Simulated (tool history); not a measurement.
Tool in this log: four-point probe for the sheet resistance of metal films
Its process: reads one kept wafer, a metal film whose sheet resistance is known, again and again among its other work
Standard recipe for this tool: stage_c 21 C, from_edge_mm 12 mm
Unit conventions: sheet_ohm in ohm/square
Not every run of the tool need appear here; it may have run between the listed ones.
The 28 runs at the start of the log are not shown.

| run | hour | stage_c | from_edge_mm | sheet_ohm |
|---|---|---|---|---|
| 29 | 1624.4 | 20 | 24 | 1.530935 |
| 30 | 1674.7 | 20 | 24 | 1.531297 |
| 31 | 1737 | 20 | 24 | 1.531016 |
| 32 | 1786.5 | 25 | 9 | 1.544335 |
| 33 | 1869.7 | 32 | 7 | 1.556323 |
| 34 | 1927.5 | 32 | 7 | 1.556198 |
|  | 2003.6 | stage's thermometer calibrated |
| 35 | 2003.6 | 24 | 4 | 1.582756 |
| 36 | 2068.5 | 32 | 58 | 1.539831 |
| 37 | 2118 | 32 | 58 | 1.539286 |
| 38 | 2155.4 | 33 | 7 | 1.557082 |
| 39 | 2240.5 | 28 | 18 | 1.538799 |
| 40 | 2311 | 28 | 18 | 1.538653 |
| 41 | 2391.1 | 21 | 7 | 1.547249 |
| 42 | 2447.2 | 21 | 17 | 1.532947 |
|  | 2453.1 | new probe head fitted |
| 43 | 2491.4 | 28 | 7 | 1.553099 |
| 44 | 2558.6 | 28 | 7 | 1.552987 |

Each row is a separate what-if for the run after 44, all from the same tool condition, not one after another. Results?
| A | 2626.5 | 33 | 8 | ? |
| B | 2626.5 | 34 | 24 | ? |
| C | 2626.5 | 28 | 12 | ? |

| run | sheet_ohm |
|---|---|
| A | 1.55313 |
| B | 1.542008 |
| C | 1.542155 |
Without the tool's hidden state the same runs would have given:
| run | sheet_ohm |
|---|---|
| A | 1.553141 |
| B | 1.542019 |
| C | 1.542166 |
